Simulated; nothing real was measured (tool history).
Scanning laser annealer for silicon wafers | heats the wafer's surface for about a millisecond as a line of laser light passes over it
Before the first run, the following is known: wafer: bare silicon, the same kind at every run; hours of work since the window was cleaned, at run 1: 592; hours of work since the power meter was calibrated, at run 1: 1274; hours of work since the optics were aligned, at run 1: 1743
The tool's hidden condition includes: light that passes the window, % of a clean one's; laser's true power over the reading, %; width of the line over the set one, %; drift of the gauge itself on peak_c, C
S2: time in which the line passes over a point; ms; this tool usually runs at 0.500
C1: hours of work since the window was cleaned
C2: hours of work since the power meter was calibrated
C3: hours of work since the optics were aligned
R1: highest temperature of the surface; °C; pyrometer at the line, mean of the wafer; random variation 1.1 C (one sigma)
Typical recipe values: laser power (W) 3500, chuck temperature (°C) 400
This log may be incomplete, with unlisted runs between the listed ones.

Run 1, day 0.000: usual settings; C1 592; C2 1274; C3 1743. Result: R1 1165 °C.
Run 2, day 1.058: usual settings; C1 611; C2 1294; C3 1763. Result: R1 1164 °C.
Run 3, day 2.246: usual settings; C1 634; C2 1316; C3 1785. Result: R1 1163 °C.
Run 4, day 3.233: usual settings but S2 0.565 ms; C1 652; C2 1335; C3 1804. Result: R1 1206 °C.
Run 5, day 4.767: usual settings but S2 0.465 ms; C1 681; C2 1363; C3 1832. Result: R1 1142 °C.
Run 6, day 5.562: usual settings; C1 696; C2 1378; C3 1847. Result: R1 1164 °C.
Run 7, day 6.612: usual settings; C1 715; C2 1398; C3 1867. Result: R1 1164 °C.
At day 6.938: optics aligned, line set to its width.
Run 8, day 8.196: usual settings but laser power (W) 3681; C1 741; C2 1423; C3 23. Result: R1 1209 °C.
Run 9, day 8.938: usual settings; C1 755; C2 1437; C3 37. Result: R1 1165 °C.
Run 10, day 9.879: usual settings; C1 772; C2 1455; C3 55. Result: R1 1166 °C.
Run 11, day 11.512: usual settings but laser power (W) 3682, S2 0.399 ms, chuck temperature (°C) 372; C1 803; C2 1485; C3 85. Result: R1 1108 °C.
Run 12, day 13.075: usual settings but laser power (W) 3682, S2 0.399 ms, chuck temperature (°C) 372; C1 832; C2 1515; C3 115. Result: R1 1105 °C.
Run 13, day 13.867: usual settings but laser power (W) 3624, S2 0.512 ms, chuck temperature (°C) 409; C1 847; C2 1529; C3 129. Result: R1 1214 °C.
Run 14, day 14.858: usual settings but laser power (W) 3624, S2 0.512 ms, chuck temperature (°C) 409; C1 865; C2 1548; C3 148. Result: R1 1214 °C.
Run 15, day 15.900: usual settings but laser power (W) 3116, chuck temperature (°C) 380; C1 885; C2 1567; C3 167. Result: R1 1047 °C.
Run 16, day 16.767: usual settings but laser power (W) 2990, S2 0.360 ms; C1 901; C2 1583; C3 184. Result: R1 951 °C.
Run 17, day 18.046: usual settings but laser power (W) 2990, S2 0.360 ms, chuck temperature (°C) 425; C1 925; C2 1607; C3 207. Result: R1 977 °C.
Run 18, day 19.596: usual settings but laser power (W) 3461, S2 0.454 ms, chuck temperature (°C) 369; C1 954; C2 1636; C3 236. Result: R1 1092 °C.
At day 19.917: window over the wafer cleaned.
Run 19, day 20.554: usual settings but laser power (W) 3461, S2 0.454 ms, chuck temperature (°C) 369; C1 12; C2 1653; C3 253. Result: R1 1094 °C.
Run 20, day 21.808: usual settings but S2 0.420 ms, chuck temperature (°C) 373; C1 35; C2 1676; C3 276. Result: R1 1081 °C.

3 options for the next run, each taken on its own from the tool as it stands now. Forecast them:
Run A, day 22.500: usual settings but laser power (W) 3686, S2 0.420 ms, chuck temperature (°C) 373; C1 48; C2 1689; C3 289. Result: R1 ?.
Run B, day 22.500: usual settings but laser power (W) 2984, S2 0.595 ms, chuck temperature (°C) 389; C1 48; C2 1689; C3 289. Result: R1 ?.
Run C, day 22.500: usual settings but laser power (W) 3696, S2 0.416 ms, chuck temperature (°C) 377; C1 48; C2 1689; C3 289. Result: R1 ?.

run    R1
  A  1126
  B  1073
  C  1129
With no hidden state in the tool, these same runs would have given:
run    R1
  A  1126
  B  1073
  C  1129
